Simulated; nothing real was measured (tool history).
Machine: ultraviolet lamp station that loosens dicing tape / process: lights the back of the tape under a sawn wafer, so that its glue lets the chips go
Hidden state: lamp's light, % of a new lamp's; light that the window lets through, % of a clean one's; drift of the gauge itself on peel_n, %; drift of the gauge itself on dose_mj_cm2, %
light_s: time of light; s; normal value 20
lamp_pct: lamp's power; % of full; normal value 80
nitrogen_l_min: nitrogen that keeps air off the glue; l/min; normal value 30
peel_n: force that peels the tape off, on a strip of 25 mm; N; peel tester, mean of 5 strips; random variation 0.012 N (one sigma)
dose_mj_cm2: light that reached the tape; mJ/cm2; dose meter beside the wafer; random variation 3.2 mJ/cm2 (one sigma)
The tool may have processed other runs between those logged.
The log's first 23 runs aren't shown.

run,hour,light_s,lamp_pct,nitrogen_l_min,hours of work of the lamp,hours of work since the window was cleaned,peel_n,dose_mj_cm2
24,671.3,21,75,55,1623,422,0.375,489
25,695.5,15,69,30,1641,440,1.137,324
26,731.4,15,91,16,1667,467,1.072,427
# hour 736.1: lamp changed
# hour 745.1: window cleaned of glue's vapour
27,763.1,15,74,13,20,13,1.639,346
28,793.9,15,74,13,42,36,1.582,350
29,824.6,31,67,24,65,59,0.381,645
30,845.5,22,86,30,81,74,0.396,596
31,880.4,22,68,55,106,100,0.407,469
32,903.2,22,68,55,123,117,0.413,466
33,922.7,24,62,55,138,131,0.403,464
34,955.6,15,80,12,162,156,1.481,372

Here are 5 independent what-if runs from the current tool condition. What would each one return?
A,988.0,15,65,32,186,180,?,?
B,988.0,22,80,17,186,180,?,?
C,988.0,10,67,14,186,180,?,?
D,988.0,14,66,30,186,180,?,?
E,988.0,20,83,30,186,180,?,?

run,peel_n,dose_mj_cm2
A,1.191,305
B,0.697,550
C,2.567,208
D,1.390,292
E,0.502,522
What these runs would have given with no unlogged condition in the tool:
run,peel_n,dose_mj_cm2
A,1.190,305
B,0.696,550
C,2.566,208
D,1.389,292
E,0.501,522

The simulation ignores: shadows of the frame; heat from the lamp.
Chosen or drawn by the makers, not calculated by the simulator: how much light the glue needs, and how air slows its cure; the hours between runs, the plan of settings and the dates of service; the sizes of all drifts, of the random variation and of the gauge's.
